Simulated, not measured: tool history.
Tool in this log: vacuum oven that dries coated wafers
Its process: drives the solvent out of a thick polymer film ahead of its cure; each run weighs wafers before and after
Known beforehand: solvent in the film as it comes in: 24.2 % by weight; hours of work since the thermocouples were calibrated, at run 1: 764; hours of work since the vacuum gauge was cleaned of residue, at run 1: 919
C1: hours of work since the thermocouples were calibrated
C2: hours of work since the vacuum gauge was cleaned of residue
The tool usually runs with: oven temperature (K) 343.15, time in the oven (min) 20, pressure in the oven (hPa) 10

Run 1, hour 0: usual settings; C1 764; C2 919. Result: solvent left in the film (%) 2.15.
Run 2, hour 44.8: usual settings; C1 799; C2 955. Result: solvent left in the film (%) 2.13.
Run 3, hour 80.8: usual settings but time in the oven (min) 27; C1 827; C2 983. Result: solvent left in the film (%) 1.09.
Run 4, hour 136.1: usual settings but time in the oven (min) 27; C1 871; C2 1026. Result: solvent left in the film (%) 1.15.
Run 5, hour 190.9: usual settings but time in the oven (min) 27; C1 914; C2 1069. Result: solvent left in the film (%) 1.08.
Run 6, hour 221.6: usual settings but oven temperature (K) 331.15; C1 938; C2 1093. Result: solvent left in the film (%) 5.43.
Run 7, hour 274.6: usual settings; C1 979; C2 1135. Result: solvent left in the film (%) 2.1.
At hour 304.1: oven's thermocouples calibrated.
Run 8, hour 316.2: usual settings; C1 9; C2 1166. Result: solvent left in the film (%) 2.13.
Run 9, hour 364.8: usual settings; C1 48; C2 1204. Result: solvent left in the film (%) 2.11.
Run 10, hour 402.1: usual settings but oven temperature (K) 334.15, time in the oven (min) 26, pressure in the oven (hPa) 24.5; C1 77; C2 1233. Result: solvent left in the film (%) 3.62.
Run 11, hour 460.5: usual settings but oven temperature (K) 334.15, time in the oven (min) 14, pressure in the oven (hPa) 14.6; C1 123; C2 1279. Result: solvent left in the film (%) 7.05.

Run 12, settings as shown, results not yet in. Your forecast:
Run 12, hour 492.8: usual settings but time in the oven (min) 13, pressure in the oven (hPa) 10.2; C1 148; C2 1304. Result: solvent left in the film (%) ?.

Run 12 produced solvent left in the film (%) 4.44.
Were there no unlogged condition in the tool, this run, its random variation unchanged, would have produced solvent left in the film (%) 4.44.
